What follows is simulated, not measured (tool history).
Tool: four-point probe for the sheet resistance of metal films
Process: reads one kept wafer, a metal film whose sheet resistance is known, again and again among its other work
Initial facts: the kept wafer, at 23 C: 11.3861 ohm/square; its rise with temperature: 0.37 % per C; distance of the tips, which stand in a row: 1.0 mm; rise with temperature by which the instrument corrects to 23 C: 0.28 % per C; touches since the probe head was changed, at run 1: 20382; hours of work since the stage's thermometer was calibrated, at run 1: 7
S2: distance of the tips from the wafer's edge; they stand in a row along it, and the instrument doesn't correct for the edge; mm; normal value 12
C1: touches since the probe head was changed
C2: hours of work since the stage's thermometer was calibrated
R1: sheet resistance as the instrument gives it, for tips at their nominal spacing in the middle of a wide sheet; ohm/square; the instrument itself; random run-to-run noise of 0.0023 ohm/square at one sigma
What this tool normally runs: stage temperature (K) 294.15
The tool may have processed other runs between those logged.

Run 1, day 0.000: usual settings; C1 20382; C2 7. Result: R1 11.350840 ohm/square.
Run 2, day 0.350: usual settings; C1 20899; C2 13. Result: R1 11.349238 ohm/square.
Run 3, day 0.704: usual settings but stage temperature (K) 307.15; C1 21417; C2 20. Result: R1 11.483686 ohm/square.
Run 4, day 1.271: usual settings; C1 22252; C2 30. Result: R1 11.345963 ohm/square.
Run 5, day 1.654: usual settings but stage temperature (K) 304.15; C1 22813; C2 37. Result: R1 11.453373 ohm/square.
Run 6, day 2.096: usual settings but stage temperature (K) 291.15; C1 23464; C2 45. Result: R1 11.312673 ohm/square.
Run 7, day 2.679: usual settings but stage temperature (K) 291.15; C1 24323; C2 56. Result: R1 11.316519 ohm/square.
Run 8, day 3.258: usual settings but stage temperature (K) 291.15, S2 20 mm; C1 25176; C2 67. Result: R1 11.284277 ohm/square.
Run 9, day 3.583: usual settings but stage temperature (K) 291.15, S2 20 mm; C1 25654; C2 73. Result: R1 11.284785 ohm/square.
Run 10, day 3.979: usual settings but stage temperature (K) 302.15, S2 6 mm; C1 26236; C2 80. Result: R1 11.552580 ohm/square.

Forecast each of these 4 alternatives for the next run:
Run A, day 4.558: usual settings but stage temperature (K) 301.15, S2 37 mm; C1 27087; C2 91. Result: R1 ?.
Run B, day 4.558: usual settings but S2 58 mm; C1 27087; C2 91. Result: R1 ?.
Run C, day 4.558: usual settings but stage temperature (K) 305.15, S2 45 mm; C1 27087; C2 91. Result: R1 ?.
Run D, day 4.558: usual settings but stage temperature (K) 293.15, S2 73 mm; C1 27087; C2 91. Result: R1 ?.

run         R1
  A  11.381530
  B  11.306345
  C  11.420138
  D  11.290330
Had the tool no hidden state, the same runs would have come out as:
run         R1
  A  11.445258
  B  11.369643
  C  11.484088
  D  11.353538
